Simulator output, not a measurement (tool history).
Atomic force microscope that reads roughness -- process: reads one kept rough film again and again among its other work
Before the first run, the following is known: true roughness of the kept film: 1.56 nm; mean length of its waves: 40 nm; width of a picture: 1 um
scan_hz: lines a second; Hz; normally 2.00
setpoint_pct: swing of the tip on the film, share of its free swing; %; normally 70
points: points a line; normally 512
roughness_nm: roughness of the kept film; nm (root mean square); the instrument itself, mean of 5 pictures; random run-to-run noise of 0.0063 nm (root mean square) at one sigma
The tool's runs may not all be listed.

run,hour,scan_hz,setpoint_pct,points,roughness_nm
1,0.0,2.00,70,512,1.422
2,17.8,0.82,70,512,1.462
3,36.4,0.82,70,512,1.453
4,57.3,2.00,70,337,1.393
5,80.7,2.00,70,337,1.374
# hour 96.6: new tip fitted
6,98.4,2.00,70,903,1.440
7,120.8,2.00,70,903,1.418
8,142.5,2.00,77,512,1.385
9,163.8,2.00,70,512,1.393
10,173.8,2.00,70,512,1.376
11,187.1,2.00,70,512,1.365
# hour 192.0: new tip fitted
12,198.1,2.00,70,512,1.441

Run 13 comes next. What will it give?
13,211.2,2.00,70,512,?

Run 13 yielded roughness_nm 1.429 nm (root mean square).
With the hidden condition absent and the run-to-run variation left alone, this run would have shown roughness_nm 1.449 nm (root mean square).
